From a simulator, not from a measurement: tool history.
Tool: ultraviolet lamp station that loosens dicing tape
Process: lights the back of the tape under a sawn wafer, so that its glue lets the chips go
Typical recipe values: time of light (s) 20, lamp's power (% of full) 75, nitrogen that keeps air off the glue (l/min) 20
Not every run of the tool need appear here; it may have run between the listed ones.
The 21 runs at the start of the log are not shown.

run	hour	time of light (s)	lamp's power (% of full)	nitrogen that keeps air off the glue (l/min)	hours of work of the lamp	hours of work since the window was cleaned	force that peels the tape off (N)	light that reached the tape (mJ/cm2)
22	1157.8	11	75	20	876	279	2.452	286
23	1218.9	11	75	20	906	309	2.460	287
24	1274.6	11	92	19	934	337	1.965	350
25	1316.3	11	92	19	955	358	1.901	348
26	1360.1	11	75	19	977	380	2.462	287
27	1412.8	11	75	8	1004	407	3.416	285
28	1473.2	23	62	20	1034	437	1.081	491
# hour 1521.7: window cleaned of glue's vapour
29	1525.6	20	69	11	1060	2	1.713	480
30	1569.7	12	90	20	1083	24	1.714	376
31	1613.5	12	90	20	1105	46	1.740	372
32	1677.1	33	75	16	1137	78	0.389	850
33	1735.6	33	75	16	1166	108	0.386	857
34	1791.7	33	75	16	1194	136	0.400	851
35	1867.5	33	75	16	1232	174	0.384	855
36	1939.9	19	99	25	1269	210	0.512	649

Run 37, settings as shown, results not yet in. Your forecast:
37	1987.3	22	75	16	1293	234	?	?

Run 37 gave force that peels the tape off (N) 0.968, light that reached the tape (mJ/cm2) 573.
On a tool with no hidden condition, and with the same random variation, this run would have come out at force that peels the tape off (N) 0.964, light that reached the tape (mJ/cm2) 574.

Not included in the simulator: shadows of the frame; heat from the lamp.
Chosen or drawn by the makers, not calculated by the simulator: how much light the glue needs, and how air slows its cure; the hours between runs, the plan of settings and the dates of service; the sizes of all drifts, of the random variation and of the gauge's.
